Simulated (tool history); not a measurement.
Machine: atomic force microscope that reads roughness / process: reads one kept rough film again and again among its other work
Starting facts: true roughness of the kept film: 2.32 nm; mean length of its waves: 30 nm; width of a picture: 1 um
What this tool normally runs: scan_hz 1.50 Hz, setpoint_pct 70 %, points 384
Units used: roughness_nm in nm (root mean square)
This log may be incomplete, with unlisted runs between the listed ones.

run    hour  scan_hz  setpoint_pct  points  roughness_nm
  1     0.0     1.50            70     384         1.976
  2    35.8     1.50            70     384         1.806
       49.8  -- new tip fitted
  3    69.9     1.50            70     384         1.951
  4   105.9     1.50            70     384         1.788
      116.0  -- new tip fitted
  5   121.0     1.50            65     384         2.079
  6   135.8     1.50            65     384         1.986
  7   167.3     0.96            70     384         1.816
      180.3  -- new tip fitted
  8   184.3     1.50            70     384         2.022
  9   215.9     1.50            70     384         1.872
      245.3  -- new tip fitted
 10   248.5     1.50            70     384         2.047
 11   282.2     1.50            77     384         1.839
 12   302.0     1.37            70     384         1.779
      311.4  -- new tip fitted
 13   320.8     1.37            70     384         2.002
 14   336.5     1.37            70     384         1.924
 15   367.7     1.37            70     384         1.782
      375.9  -- new tip fitted
 16   396.5     1.50            69     384         1.961
 17   411.1     0.70            70     384         1.900
      441.4  -- new tip fitted
 18   445.2     0.70            70     384         2.076
 19   461.7     0.70            70     384         1.958
 20   480.6     0.70            70     384         1.863
      505.6  -- new tip fitted
 21   514.4     0.70            70     384         2.042
 22   544.5     0.70            70     384         1.903
 23   559.8     0.70            70     384         1.826
      570.8  -- new tip fitted
 24   577.1     0.70            70     384         2.043
 25   599.2     0.70            70     384         1.935
 26   625.8     1.50            58     384         1.811
      638.3  -- new tip fitted
 27   645.1     1.50            58     384         2.068
 28   660.5     2.82            55     384         1.968
 29   693.0     3.79            76     384         1.668
      704.1  -- new tip fitted
 30   714.3     0.83            76     384         2.009
 31   732.3     0.52            72     727         1.921
 32   764.1     0.52            72     727         1.779
      768.5  -- new tip fitted
 33   780.5     0.52            72     727         2.026
 34   814.1     2.69            75     384         1.742
      833.4  -- new tip fitted
 35   833.4     1.97            87     384         1.956
 36   853.6     1.50            70     266         1.926
 37   872.0     0.94            81     259         1.826
 38   890.0     0.94            76     259         1.749
      898.6  -- new tip fitted
 39   924.8     0.97            80     259         1.880
 40   954.6     0.97            80     259         1.747
      962.9  -- new tip fitted
 41   989.5     2.29            71     259         1.846
 42  1019.0     0.76            70     837         1.793
     1028.8  -- new tip fitted
 43  1051.3     0.76            70     837         1.952
 44  1070.5     0.76            70     837         1.847
     1093.8  -- new tip fitted
 45  1105.7     0.55            70     950         2.022
 46  1137.2     1.50            80     550         1.800
 47  1156.5     1.50            80     550         1.723
     1159.2  -- new tip fitted
 48  1184.9     1.50            82     609         1.894
 49  1210.9     1.50            84     815         1.745
     1223.4  -- new tip fitted
 50  1246.5     2.55            84     500         1.807
 51  1275.4     2.55            84     500         1.681

Measured result minus the same run's result without the hidden state. Both carry the same run-to-run variation, though not necessarily the same gauge scatter:
Unlogged tool condition in this case: radius of the tip, nm; height scale over the true one, %; drift of the gauge itself on roughness_nm, %.
run  roughness_nm
  1        -0.101
  2        -0.286
  3        -0.142
  4        -0.307
  5        -0.053
  6        -0.124
  7        -0.288
  8        -0.060
  9        -0.221
 10        -0.052
 11        -0.233
 12        -0.330
 13        -0.084
 14        -0.161
 15        -0.302
 16        -0.144
 17        -0.215
 18        -0.054
 19        -0.155
 20        -0.257
 21        -0.074
 22        -0.221
 23        -0.288
 24        -0.067
 25        -0.191
 26        -0.307
 27        -0.062
 28        -0.149
 29        -0.290
 30        -0.109
 31        -0.217
 32        -0.349
 33        -0.118
 34        -0.272
 35        -0.034
 36        -0.146
 37        -0.237
 38        -0.322
 39        -0.189
 40        -0.328
 41        -0.192
 42        -0.345
 43        -0.186
 44        -0.273
 45        -0.112
 46        -0.256
 47        -0.344
 48        -0.172
 49        -0.299
 50        -0.155
 51        -0.280
